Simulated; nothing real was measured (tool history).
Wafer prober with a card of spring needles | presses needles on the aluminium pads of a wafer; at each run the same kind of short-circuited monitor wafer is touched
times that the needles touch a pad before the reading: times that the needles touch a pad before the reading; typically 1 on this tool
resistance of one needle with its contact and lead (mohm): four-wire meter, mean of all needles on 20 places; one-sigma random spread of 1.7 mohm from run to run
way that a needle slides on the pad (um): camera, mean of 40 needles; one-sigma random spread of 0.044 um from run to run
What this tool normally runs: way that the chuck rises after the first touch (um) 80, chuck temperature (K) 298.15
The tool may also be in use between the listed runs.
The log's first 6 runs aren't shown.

| run | hour | way that the chuck rises after the first touch (um) | chuck temperature (K) | times that the needles touch a pad before the reading | touches since the tips were cleaned | cleanings since the card got new needles | touches since the first contact's height was set | resistance of one needle with its contact and lead (mohm) | way that a needle slides on the pad (um) |
|---|---|---|---|---|---|---|---|---|---|
|  | 47.9 | tips cleaned on abrasive film |
| 7 | 54.3 | 80 | 298.15 | 3 | 3405 | 47 | 51191 | 184 | 14.15 |
|  | 56.7 | tips cleaned on abrasive film |
| 8 | 61.6 | 96 | 298.15 | 1 | 2581 | 48 | 54990 | 200 | 17.02 |
|  | 65 | tips cleaned on abrasive film |
|  | 73.6 | tips cleaned on abrasive film |
| 9 | 74.2 | 96 | 298.15 | 1 | 293 | 50 | 61544 | 172 | 16.9 |
|  | 82.4 | tips cleaned on abrasive film |
| 10 | 88 | 80 | 298.15 | 1 | 2962 | 51 | 68808 | 219 | 14.1 |
|  | 91.2 | tips cleaned on abrasive film |
| 11 | 98.4 | 80 | 298.15 | 1 | 3822 | 52 | 74268 | 230 | 14.1 |
|  | 99.5 | tips cleaned on abrasive film |
|  | 108.2 | tips cleaned on abrasive film |
| 12 | 110.9 | 80 | 298.15 | 1 | 1452 | 54 | 80767 | 200 | 13.99 |
|  | 116.6 | tips cleaned on abrasive film |
|  | 125.2 | tips cleaned on abrasive film |
| 13 | 125.5 | 80 | 298.15 | 1 | 146 | 56 | 88381 | 175 | 13.92 |
| 14 | 132.7 | 78 | 298.15 | 1 | 3981 | 56 | 92216 | 240 | 13.58 |
|  | 134 | tips cleaned on abrasive film |
| 15 | 139.4 | 78 | 309.15 | 1 | 2853 | 57 | 95673 | 223 | 13.65 |
|  | 142.9 | tips cleaned on abrasive film |
|  | 151.1 | tips cleaned on abrasive film |
| 16 | 154.4 | 80 | 298.15 | 1 | 1733 | 59 | 103507 | 200 | 13.92 |
|  | 159.3 | tips cleaned on abrasive film |
| 17 | 161 | 80 | 331.15 | 1 | 930 | 60 | 106973 | 194 | 14.01 |
| 18 | 167 | 74 | 298.15 | 1 | 4093 | 60 | 110136 | 241 | 12.94 |
|  | 168.1 | tips cleaned on abrasive film |
|  | 177.1 | tips cleaned on abrasive film |
| 19 | 181 | 93 | 301.15 | 1 | 2065 | 62 | 117449 | 201 | 16.28 |
|  | 185.9 | tips cleaned on abrasive film |
|  | 194.3 | tips cleaned on abrasive film |
| 20 | 195.8 | 99 | 299.15 | 2 | 808 | 64 | 125186 | 177 | 17.27 |
|  | 202.9 | tips cleaned on abrasive film |
| 21 | 210.3 | 99 | 333.15 | 3 | 3926 | 65 | 132772 | 187 | 17.22 |
|  | 211.6 | tips cleaned on abrasive film |
|  | 220.4 | tips cleaned on abrasive film |
| 22 | 222.2 | 99 | 333.15 | 3 | 936 | 67 | 138973 | 179 | 17.21 |
|  | 228.9 | tips cleaned on abrasive film |
| 23 | 233.7 | 80 | 321.15 | 3 | 2557 | 68 | 145006 | 189 | 13.79 |
|  | 237.3 | tips cleaned on abrasive film |
| 24 | 244.5 | 78 | 321.15 | 3 | 3780 | 69 | 150642 | 197 | 13.41 |
|  | 246.2 | tips cleaned on abrasive film |
|  | 254.6 | tips cleaned on abrasive film |
| 25 | 254.6 | 78 | 321.15 | 3 | 0 | 71 | 155908 | 170 | 13.44 |
|  | 263 | tips cleaned on abrasive film |
| 26 | 266.8 | 94 | 299.15 | 1 | 1987 | 72 | 162311 | 196 | 16.3 |
|  | 271.5 | tips cleaned on abrasive film |
| 27 | 274.9 | 82 | 326.15 | 2 | 1808 | 73 | 166556 | 193 | 14.1 |
|  | 280.9 | tips cleaned on abrasive film |
|  | 281.2 | height of the first contact set anew |
| 28 | 289 | 93 | 311.15 | 2 | 4125 | 74 | 4125 | 199 | 16.51 |
|  | 290.4 | tips cleaned on abrasive film |
| 29 | 295 | 93 | 311.15 | 2 | 2463 | 75 | 7286 | 187 | 16.56 |
|  | 299.3 | tips cleaned on abrasive film |
| 30 | 305.9 | 93 | 320.15 | 2 | 3489 | 76 | 12962 | 196 | 16.55 |
|  | 308.6 | tips cleaned on abrasive film |
|  | 316.7 | tips cleaned on abrasive film |
| 31 | 318.3 | 93 | 298.15 | 2 | 835 | 78 | 19426 | 176 | 16.46 |

Consider 4 possible next runs. They are alternatives, not a sequence: every one starts from the tool as it was left by run 31. What does each give?
|  | 326 | tips cleaned on abrasive film |
| A | 327.2 | 73 | 298.15 | 2 | 649 | 79 | 24120 | ? | ? |
|  | 326 | tips cleaned on abrasive film |
| B | 327.2 | 89 | 358.15 | 1 | 649 | 79 | 24120 | ? | ? |
|  | 326 | tips cleaned on abrasive film |
| C | 327.2 | 96 | 298.15 | 1 | 649 | 79 | 24120 | ? | ? |
|  | 326 | tips cleaned on abrasive film |
| D | 327.2 | 95 | 358.15 | 1 | 649 | 79 | 24120 | ? | ? |

| run | resistance of one needle with its contact and lead (mohm) | way that a needle slides on the pad (um) |
|---|---|---|
| A | 185 | 12.89 |
| B | 192 | 15.77 |
| C | 181 | 17.04 |
| D | 192 | 16.89 |
Had the tool no hidden state, the same runs would have come out as:
| run | resistance of one needle with its contact and lead (mohm) | way that a needle slides on the pad (um) |
|---|---|---|
| A | 167 | 12.95 |
| B | 174 | 15.83 |
| C | 164 | 17.11 |
| D | 177 | 16.96 |

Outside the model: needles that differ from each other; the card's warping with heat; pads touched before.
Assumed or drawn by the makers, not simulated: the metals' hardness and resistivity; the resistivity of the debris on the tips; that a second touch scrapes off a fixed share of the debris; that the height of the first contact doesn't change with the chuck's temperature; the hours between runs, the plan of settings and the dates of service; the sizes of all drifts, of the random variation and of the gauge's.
